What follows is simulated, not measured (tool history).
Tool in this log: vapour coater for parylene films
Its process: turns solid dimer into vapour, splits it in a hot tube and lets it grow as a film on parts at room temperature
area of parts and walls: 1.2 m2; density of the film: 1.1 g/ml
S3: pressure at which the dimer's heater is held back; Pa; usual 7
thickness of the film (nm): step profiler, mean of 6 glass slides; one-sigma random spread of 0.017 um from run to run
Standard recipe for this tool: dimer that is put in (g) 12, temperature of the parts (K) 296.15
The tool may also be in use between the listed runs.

Run 1, day 0: usual settings. Result: thickness of the film (nm) 5170.
Run 2, day 1.592: usual settings. Result: thickness of the film (nm) 5170.
Run 3, day 2.554: usual settings but temperature of the parts (K) 308.15. Result: thickness of the film (nm) 3100.
Run 4, day 4.075: usual settings but temperature of the parts (K) 289.15. Result: thickness of the film (nm) 6950.
Run 5, day 5.738: usual settings but temperature of the parts (K) 289.15. Result: thickness of the film (nm) 6970.
Run 6, day 6.912: usual settings but temperature of the parts (K) 289.15. Result: thickness of the film (nm) 6940.
Run 7, day 7.988: usual settings but temperature of the parts (K) 289.15. Result: thickness of the film (nm) 6890.
At day 9.546: trap's valve overhauled.
Run 8, day 9.842: usual settings but temperature of the parts (K) 289.15, S3 3.63 Pa. Result: thickness of the film (nm) 7230.
Run 9, day 11.475: usual settings but dimer that is put in (g) 10. Result: thickness of the film (nm) 4270.
Run 10, day 12.883: usual settings but S3 5.67 Pa. Result: thickness of the film (nm) 5230.
Run 11, day 14.525: usual settings but S3 5.67 Pa. Result: thickness of the film (nm) 5210.
Run 12, day 15.704: usual settings but S3 5.67 Pa. Result: thickness of the film (nm) 5190.
Run 13, day 17.588: usual settings but S3 3.14 Pa. Result: thickness of the film (nm) 5400.
Run 14, day 19.192: usual settings but temperature of the parts (K) 300.15. Result: thickness of the film (nm) 4320.
Run 15, day 20.288: usual settings. Result: thickness of the film (nm) 5110.
At day 21.258: trap's valve overhauled.
Run 16, day 21.858: usual settings but dimer that is put in (g) 7, temperature of the parts (K) 301.15, S3 3.19 Pa. Result: thickness of the film (nm) 2540.
Run 17, day 22.754: usual settings but dimer that is put in (g) 5, temperature of the parts (K) 290.15, S3 2.56 Pa. Result: thickness of the film (nm) 2920.
Run 18, day 24.008: usual settings but dimer that is put in (g) 5, temperature of the parts (K) 290.15, S3 2.56 Pa. Result: thickness of the film (nm) 2930.
Run 19, day 25.025: usual settings but dimer that is put in (g) 9, temperature of the parts (K) 291.15, S3 4.69 Pa. Result: thickness of the film (nm) 4830.
Run 20, day 25.921: usual settings but dimer that is put in (g) 8, temperature of the parts (K) 289.15, S3 6.54 Pa. Result: thickness of the film (nm) 4550.
Run 21, day 26.975: usual settings but dimer that is put in (g) 14, temperature of the parts (K) 294.15, S3 6.54 Pa. Result: thickness of the film (nm) 6480.
Run 22, day 27.954: usual settings but dimer that is put in (g) 11, temperature of the parts (K) 291.15, S3 7.96 Pa. Result: thickness of the film (nm) 5690.
Run 23, day 28.888: usual settings but dimer that is put in (g) 11, temperature of the parts (K) 291.15, S3 7.96 Pa. Result: thickness of the film (nm) 5720.
Run 24, day 29.717: usual settings but temperature of the parts (K) 303.15, S3 2.22 Pa. Result: thickness of the film (nm) 4080.
Run 25, day 30.921: usual settings but dimer that is put in (g) 16, temperature of the parts (K) 301.15, S3 3.03 Pa. Result: thickness of the film (nm) 5770.
Run 26, day 32.667: usual settings but dimer that is put in (g) 16, temperature of the parts (K) 301.15, S3 3.03 Pa. Result: thickness of the film (nm) 5810.

Each run again, without the hidden state but with its own random variation kept:
Unlogged tool condition in this case: vapour lost through the trap's worn valve, %; true temperature of the parts over the reading, C; drift of the gauge itself on film_um, %.
run  thickness of the film (nm)
  1                        5170
  2                        5170
  3                        3110
  4                        6980
  5                        7010
  6                        6980
  7                        6940
  8                        7270
  9                        4310
 10                        5270
 11                        5270
 12                        5250
 13                        5470
 14                        4390
 15                        5190
 16                        2580
 17                        2960
 18                        2980
 19                        4910
 20                        4640
 21                        6610
 22                        5810
 23                        5840
 24                        4170
 25                        5910
 26                        5960

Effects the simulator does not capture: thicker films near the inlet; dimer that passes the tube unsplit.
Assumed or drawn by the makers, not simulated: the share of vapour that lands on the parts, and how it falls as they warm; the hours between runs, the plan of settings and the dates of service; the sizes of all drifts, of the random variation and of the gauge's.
